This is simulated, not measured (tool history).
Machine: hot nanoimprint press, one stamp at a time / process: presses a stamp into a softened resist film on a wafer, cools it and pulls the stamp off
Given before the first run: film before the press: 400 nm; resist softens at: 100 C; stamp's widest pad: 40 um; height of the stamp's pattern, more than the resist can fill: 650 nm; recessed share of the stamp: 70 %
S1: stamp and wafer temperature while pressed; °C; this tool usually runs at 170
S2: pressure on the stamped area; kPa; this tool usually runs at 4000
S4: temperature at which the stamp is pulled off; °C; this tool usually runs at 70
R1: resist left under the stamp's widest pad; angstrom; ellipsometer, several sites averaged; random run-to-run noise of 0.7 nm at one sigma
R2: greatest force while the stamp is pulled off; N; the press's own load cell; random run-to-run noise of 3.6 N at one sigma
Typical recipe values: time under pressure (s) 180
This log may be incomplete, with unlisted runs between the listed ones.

{"run": 1, "hour": 0.0, "S1": 170, "S2": 4000, "time under pressure (s)": 180, "S4": 70, "R1": 2245, "R2": 199}
{"run": 2, "hour": 37.9, "S1": 170, "S2": 4000, "time under pressure (s)": 180, "S4": 70, "R1": 2247, "R2": 202}
{"run": 3, "hour": 90.4, "S1": 170, "S2": 4000, "time under pressure (s)": 180, "S4": 70, "R1": 2248, "R2": 208}
{"run": 4, "hour": 163.5, "S1": 170, "S2": 4000, "time under pressure (s)": 180, "S4": 70, "R1": 2263, "R2": 213}
{"run": 5, "hour": 234.5, "S1": 170, "S2": 4000, "time under pressure (s)": 180, "S4": 70, "R1": 2273, "R2": 222}
{"hour": 241.1, "done": "plate thermocouple calibrated"}
{"run": 6, "hour": 278.9, "S1": 170, "S2": 4000, "time under pressure (s)": 180, "S4": 70, "R1": 2250, "R2": 229}
{"run": 7, "hour": 321.9, "S1": 170, "S2": 4000, "time under pressure (s)": 180, "S4": 70, "R1": 2244, "R2": 223}
{"hour": 392.4, "done": "stamp cleaned and given a new release coat"}
{"run": 8, "hour": 392.7, "S1": 170, "S2": 4000, "time under pressure (s)": 180, "S4": 70, "R1": 2233, "R2": 195}
{"run": 9, "hour": 452.8, "S1": 160, "S2": 2880, "time under pressure (s)": 180, "S4": 70, "R1": 3239, "R2": 203}
{"run": 10, "hour": 485.0, "S1": 160, "S2": 2880, "time under pressure (s)": 180, "S4": 70, "R1": 3218, "R2": 203}
{"hour": 506.3, "done": "plate thermocouple calibrated, once more"}
{"run": 11, "hour": 547.2, "S1": 160, "S2": 2880, "time under pressure (s)": 180, "S4": 70, "R1": 3270, "R2": 211}
{"hour": 598.4, "done": "press's hydraulic seals changed and the load cell set to zero"}
{"run": 12, "hour": 604.4, "S1": 170, "S2": 2880, "time under pressure (s)": 180, "S4": 70, "R1": 2593, "R2": 211}
{"run": 13, "hour": 661.7, "S1": 170, "S2": 4000, "time under pressure (s)": 258, "S4": 76, "R1": 1996, "R2": 180}
{"run": 14, "hour": 716.9, "S1": 179, "S2": 4000, "time under pressure (s)": 180, "S4": 76, "R1": 1719, "R2": 185}
{"run": 15, "hour": 788.7, "S1": 167, "S2": 4000, "time under pressure (s)": 184, "S4": 70, "R1": 2419, "R2": 228}

The same runs without the tool's hidden state, with the same run-to-run variation:
The hidden state here: true temperature over the reading, C; pressure that arrives at the usual setting, %; grip of the stamp's worn release coat, % over a new coat's; drift of the gauge itself on residual_nm, %; drift of the gauge itself on pull_off_n, %.
run=1 R1=2234 R2=197
run=2 R1=2236 R2=197
run=3 R1=2237 R2=200
run=4 R1=2253 R2=199
run=5 R1=2262 R2=203
run=6 R1=2250 R2=208
run=7 R1=2244 R2=200
run=8 R1=2234 R2=199
run=9 R1=3258 R2=203
run=10 R1=3238 R2=201
run=11 R1=3244 R2=200
run=12 R1=2605 R2=197
run=13 R1=2007 R2=165
run=14 R1=1728 R2=167
run=15 R1=2434 R2=200
